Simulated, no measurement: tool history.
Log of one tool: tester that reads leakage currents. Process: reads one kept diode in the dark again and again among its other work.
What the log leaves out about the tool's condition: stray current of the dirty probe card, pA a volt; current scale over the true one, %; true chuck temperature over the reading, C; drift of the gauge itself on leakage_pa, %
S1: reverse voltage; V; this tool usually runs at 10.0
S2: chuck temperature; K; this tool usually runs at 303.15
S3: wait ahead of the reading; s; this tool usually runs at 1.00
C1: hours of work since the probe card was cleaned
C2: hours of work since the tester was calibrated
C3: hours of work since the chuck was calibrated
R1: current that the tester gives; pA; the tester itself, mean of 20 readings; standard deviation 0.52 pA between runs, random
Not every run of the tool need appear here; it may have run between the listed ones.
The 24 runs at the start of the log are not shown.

run 25 hour=1015.2 | S1=2.3 S2=305.15 S3=1.00 | C1=2394 C2=1212 C3=733 | R1=86.04
run 26 hour=1048.3 | S1=2.6 S2=303.15 S3=1.00 | C1=2420 C2=1238 C3=759 | R1=78.01
run 27 hour=1097.9 | S1=2.6 S2=303.15 S3=1.00 | C1=2460 C2=1278 C3=798 | R1=77.74
run 28 hour=1163.2 | S1=2.6 S2=303.15 S3=1.00 | C1=2512 C2=1330 C3=850 | R1=77.66
run 29 hour=1204.4 | S1=2.6 S2=303.15 S3=1.00 | C1=2544 C2=1363 C3=883 | R1=77.68
run 30 hour=1256.8 | S1=10.0 S2=303.15 S3=0.56 | C1=2586 C2=1404 C3=925 | R1=174.23
run 31 hour=1299.3 | S1=1.5 S2=303.15 S3=0.69 | C1=2620 C2=1438 C3=959 | R1=56.75
run 32 hour=1359.3 | S1=2.0 S2=303.15 S3=1.60 | C1=2668 C2=1486 C3=1007 | R1=66.48
run 33 hour=1403.2 | S1=11.9 S2=297.15 S3=1.00 | C1=2703 C2=1521 C3=1042 | R1=113.52
run 34 hour=1437.2 | S1=10.0 S2=311.15 S3=1.00 | C1=2730 C2=1548 C3=1069 | R1=335.75
-- hour=1486.0 chuck's temperature calibrated
run 35 hour=1493.4 | S1=10.0 S2=311.15 S3=1.00 | C1=2773 C2=1591 C3=6 | R1=334.42
run 36 hour=1523.3 | S1=18.4 S2=304.15 S3=1.00 | C1=2797 C2=1615 C3=30 | R1=268.96
run 37 hour=1570.9 | S1=3.7 S2=318.15 S3=1.80 | C1=2835 C2=1653 C3=68 | R1=326.96
run 38 hour=1614.8 | S1=3.7 S2=318.15 S3=1.80 | C1=2870 C2=1688 C3=103 | R1=329.06
run 39 hour=1662.9 | S1=1.5 S2=303.15 S3=3.41 | C1=2908 C2=1726 C3=141 | R1=56.33

What if the next run were any one of these 3? Each begins from the tool's condition after run 39:
run A hour=1697.4 | S1=6.0 S2=302.15 S3=9.72 | C1=2936 C2=1754 C3=168 | R1=?
run B hour=1697.4 | S1=1.5 S2=303.15 S3=0.67 | C1=2936 C2=1754 C3=168 | R1=?
run C hour=1697.4 | S1=1.3 S2=330.15 S3=0.58 | C1=2936 C2=1754 C3=168 | R1=?

run=A R1=115.72
run=B R1=56.45
run=C R1=444.27
With the hidden condition removed and each run's random variation left untouched, the same runs would have given:
run=A R1=115.67
run=B R1=56.44
run=C R1=444.24
